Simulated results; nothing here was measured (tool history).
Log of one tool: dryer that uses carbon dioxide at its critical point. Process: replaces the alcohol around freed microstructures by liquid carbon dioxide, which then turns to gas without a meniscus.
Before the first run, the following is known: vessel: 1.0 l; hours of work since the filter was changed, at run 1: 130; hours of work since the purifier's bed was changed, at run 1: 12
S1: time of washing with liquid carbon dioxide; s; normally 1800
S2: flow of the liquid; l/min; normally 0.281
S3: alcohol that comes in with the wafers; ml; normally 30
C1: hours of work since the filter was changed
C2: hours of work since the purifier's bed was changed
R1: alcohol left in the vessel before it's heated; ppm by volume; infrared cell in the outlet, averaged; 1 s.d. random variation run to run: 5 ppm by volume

{"run": 1, "hour": 0.0, "S1": 1800, "S2": 0.281, "S3": 30, "C1": 130, "C2": 12, "R1": 28}
{"run": 2, "hour": 25.4, "S1": 1800, "S2": 0.281, "S3": 30, "C1": 145, "C2": 27, "R1": 19}
{"run": 3, "hour": 55.4, "S1": 1800, "S2": 0.281, "S3": 30, "C1": 162, "C2": 45, "R1": 29}
{"run": 4, "hour": 71.1, "S1": 1800, "S2": 0.281, "S3": 30, "C1": 171, "C2": 54, "R1": 30}
{"run": 5, "hour": 102.4, "S1": 1800, "S2": 0.281, "S3": 59, "C1": 190, "C2": 72, "R1": 45}
{"run": 6, "hour": 119.0, "S1": 1800, "S2": 0.281, "S3": 59, "C1": 199, "C2": 82, "R1": 53}
{"run": 7, "hour": 144.3, "S1": 1800, "S2": 0.281, "S3": 59, "C1": 214, "C2": 97, "R1": 54}
{"run": 8, "hour": 163.8, "S1": 1800, "S2": 0.372, "S3": 30, "C1": 226, "C2": 108, "R1": 13}
{"run": 9, "hour": 183.6, "S1": 1800, "S2": 0.372, "S3": 30, "C1": 237, "C2": 120, "R1": 15}
{"run": 10, "hour": 209.5, "S1": 1800, "S2": 0.372, "S3": 30, "C1": 252, "C2": 135, "R1": 21}
{"run": 11, "hour": 230.2, "S1": 1800, "S2": 0.281, "S3": 30, "C1": 265, "C2": 147, "R1": 31}
{"run": 12, "hour": 257.2, "S1": 1980, "S2": 0.281, "S3": 30, "C1": 280, "C2": 163, "R1": 20}
{"run": 13, "hour": 277.7, "S1": 1980, "S2": 0.281, "S3": 30, "C1": 292, "C2": 175, "R1": 26}
{"run": 14, "hour": 296.9, "S1": 1980, "S2": 0.281, "S3": 20, "C1": 304, "C2": 186, "R1": 26}
{"run": 15, "hour": 317.5, "S1": 2580, "S2": 0.281, "S3": 30, "C1": 316, "C2": 198, "R1": 22}
{"run": 16, "hour": 348.5, "S1": 1800, "S2": 0.281, "S3": 30, "C1": 334, "C2": 216, "R1": 42}
{"run": 17, "hour": 378.5, "S1": 1800, "S2": 0.281, "S3": 30, "C1": 351, "C2": 234, "R1": 45}
{"run": 18, "hour": 398.2, "S1": 1800, "S2": 0.281, "S3": 30, "C1": 363, "C2": 245, "R1": 43}
{"run": 19, "hour": 411.4, "S1": 1800, "S2": 0.281, "S3": 30, "C1": 371, "C2": 253, "R1": 54}
{"run": 20, "hour": 425.8, "S1": 1800, "S2": 0.281, "S3": 30, "C1": 379, "C2": 262, "R1": 48}
{"run": 21, "hour": 445.9, "S1": 1800, "S2": 0.187, "S3": 30, "C1": 391, "C2": 273, "R1": 328}
{"run": 22, "hour": 463.9, "S1": 1800, "S2": 0.187, "S3": 30, "C1": 401, "C2": 284, "R1": 319}
{"run": 23, "hour": 476.5, "S1": 1500, "S2": 0.187, "S3": 30, "C1": 409, "C2": 291, "R1": 688}
{"run": 24, "hour": 501.9, "S1": 1800, "S2": 0.47, "S3": 27, "C1": 424, "C2": 306, "R1": 21}
{"run": 25, "hour": 518.2, "S1": 1800, "S2": 0.47, "S3": 27, "C1": 433, "C2": 316, "R1": 28}
{"run": 26, "hour": 541.7, "S1": 1620, "S2": 0.19, "S3": 30, "C1": 447, "C2": 330, "R1": 506}
{"run": 27, "hour": 571.2, "S1": 1800, "S2": 0.202, "S3": 30, "C1": 464, "C2": 347, "R1": 253}
{"hour": 578.9, "done": "inlet filter changed"}
{"run": 28, "hour": 590.9, "S1": 1440, "S2": 0.232, "S3": 23, "C1": 7, "C2": 358, "R1": 181}
{"run": 29, "hour": 610.2, "S1": 1860, "S2": 0.273, "S3": 39, "C1": 18, "C2": 369, "R1": 49}
{"run": 30, "hour": 636.4, "S1": 1200, "S2": 0.273, "S3": 39, "C1": 34, "C2": 384, "R1": 290}
{"run": 31, "hour": 662.4, "S1": 1200, "S2": 0.273, "S3": 39, "C1": 49, "C2": 400, "R1": 322}
{"run": 32, "hour": 676.1, "S1": 1800, "S2": 0.281, "S3": 93, "C1": 57, "C2": 408, "R1": 78}
{"run": 33, "hour": 690.3, "S1": 1800, "S2": 0.281, "S3": 93, "C1": 65, "C2": 416, "R1": 74}
{"run": 34, "hour": 709.5, "S1": 1800, "S2": 0.206, "S3": 42, "C1": 76, "C2": 427, "R1": 199}
{"run": 35, "hour": 729.5, "S1": 2160, "S2": 0.206, "S3": 42, "C1": 88, "C2": 439, "R1": 86}
{"run": 36, "hour": 743.5, "S1": 2160, "S2": 0.335, "S3": 35, "C1": 96, "C2": 447, "R1": 41}
{"run": 37, "hour": 765.5, "S1": 2820, "S2": 0.365, "S3": 29, "C1": 109, "C2": 460, "R1": 31}
{"run": 38, "hour": 796.6, "S1": 2820, "S2": 0.365, "S3": 29, "C1": 127, "C2": 478, "R1": 40}
{"run": 39, "hour": 810.5, "S1": 1860, "S2": 0.365, "S3": 35, "C1": 136, "C2": 486, "R1": 43}
{"run": 40, "hour": 827.3, "S1": 1860, "S2": 0.365, "S3": 35, "C1": 145, "C2": 496, "R1": 48}
{"run": 41, "hour": 840.4, "S1": 2040, "S2": 0.351, "S3": 67, "C1": 153, "C2": 504, "R1": 36}
{"run": 42, "hour": 860.7, "S1": 2040, "S2": 0.351, "S3": 67, "C1": 165, "C2": 516, "R1": 39}
{"run": 43, "hour": 875.5, "S1": 2460, "S2": 0.285, "S3": 24, "C1": 174, "C2": 524, "R1": 33}

Each row is a separate what-if for the run after 43, all from the same tool condition, not one after another. Results?
{"run": "A", "hour": 891.6, "S1": 2460, "S2": 0.285, "S3": 40, "C1": 183, "C2": 534, "R1": "?"}
{"run": "B", "hour": 891.6, "S1": 2460, "S2": 0.254, "S3": 24, "C1": 183, "C2": 534, "R1": "?"}
{"run": "C", "hour": 891.6, "S1": 1800, "S2": 0.281, "S3": 34, "C1": 183, "C2": 534, "R1": "?"}
{"run": "D", "hour": 891.6, "S1": 1500, "S2": 0.22, "S3": 32, "C1": 183, "C2": 534, "R1": "?"}
{"run": "E", "hour": 891.6, "S1": 2460, "S2": 0.414, "S3": 28, "C1": 183, "C2": 534, "R1": "?"}

run=A R1=39
run=B R1=39
run=C R1=57
run=D R1=299
run=E R1=43
Without the tool's unlogged condition, the same runs would have read:
run=A R1=5
run=B R1=6
run=C R1=17
run=D R1=209
run=E R1=11
